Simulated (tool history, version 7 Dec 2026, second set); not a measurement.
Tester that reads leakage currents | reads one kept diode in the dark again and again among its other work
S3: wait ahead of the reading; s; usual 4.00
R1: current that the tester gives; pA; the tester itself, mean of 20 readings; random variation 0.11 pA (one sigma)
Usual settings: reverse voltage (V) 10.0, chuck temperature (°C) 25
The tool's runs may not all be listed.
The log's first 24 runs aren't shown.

{"run": 25, "day": 50.9, "reverse voltage (V)": 7.6, "chuck temperature (°C)": 25, "S3": 0.41, "R1": 34.58}
{"run": 26, "day": 53.317, "reverse voltage (V)": 10.0, "chuck temperature (°C)": 22, "S3": 4.0, "R1": 25.42}
{"run": 27, "day": 55.4, "reverse voltage (V)": 2.9, "chuck temperature (°C)": 23, "S3": 1.68, "R1": 14.14}
{"day": 56.188, "done": "chuck's temperature calibrated"}
{"run": 28, "day": 58.375, "reverse voltage (V)": 10.0, "chuck temperature (°C)": 44, "S3": 0.39, "R1": 161.9}
{"run": 29, "day": 61.058, "reverse voltage (V)": 10.0, "chuck temperature (°C)": 44, "S3": 0.39, "R1": 161.97}
{"run": 30, "day": 63.192, "reverse voltage (V)": 17.6, "chuck temperature (°C)": 54, "S3": 8.24, "R1": 444.37}
{"run": 31, "day": 66.017, "reverse voltage (V)": 10.2, "chuck temperature (°C)": 44, "S3": 3.47, "R1": 155.89}
{"run": 32, "day": 68.604, "reverse voltage (V)": 10.2, "chuck temperature (°C)": 44, "S3": 3.47, "R1": 155.77}
{"run": 33, "day": 71.271, "reverse voltage (V)": 4.1, "chuck temperature (°C)": 39, "S3": 0.38, "R1": 66.83}
{"run": 34, "day": 72.812, "reverse voltage (V)": 4.1, "chuck temperature (°C)": 39, "S3": 0.38, "R1": 67.04}
{"run": 35, "day": 75.1, "reverse voltage (V)": 1.1, "chuck temperature (°C)": 24, "S3": 4.24, "R1": 8.7}
{"run": 36, "day": 76.708, "reverse voltage (V)": 3.4, "chuck temperature (°C)": 25, "S3": 3.33, "R1": 17.91}
{"run": 37, "day": 79.392, "reverse voltage (V)": 10.0, "chuck temperature (°C)": 27, "S3": 4.0, "R1": 38.89}
{"run": 38, "day": 81.017, "reverse voltage (V)": 10.0, "chuck temperature (°C)": 26, "S3": 4.0, "R1": 35.64}
{"run": 39, "day": 83.288, "reverse voltage (V)": 10.0, "chuck temperature (°C)": 60, "S3": 0.63, "R1": 505.28}

3 ways to go on from here, each from the tool as it stands after run 39. What would each give?
{"run": "A", "day": 84.6, "reverse voltage (V)": 16.2, "chuck temperature (°C)": 54, "S3": 0.8, "R1": "?"}
{"run": "B", "day": 84.6, "reverse voltage (V)": 2.2, "chuck temperature (°C)": 25, "S3": 7.95, "R1": "?"}
{"run": "C", "day": 84.6, "reverse voltage (V)": 3.9, "chuck temperature (°C)": 60, "S3": 2.29, "R1": "?"}

run=A R1=431.97
run=B R1=13.85
run=C R1=298.27
Without the tool's hidden state the same runs would have given:
run=A R1=431.90
run=B R1=13.85
run=C R1=298.23
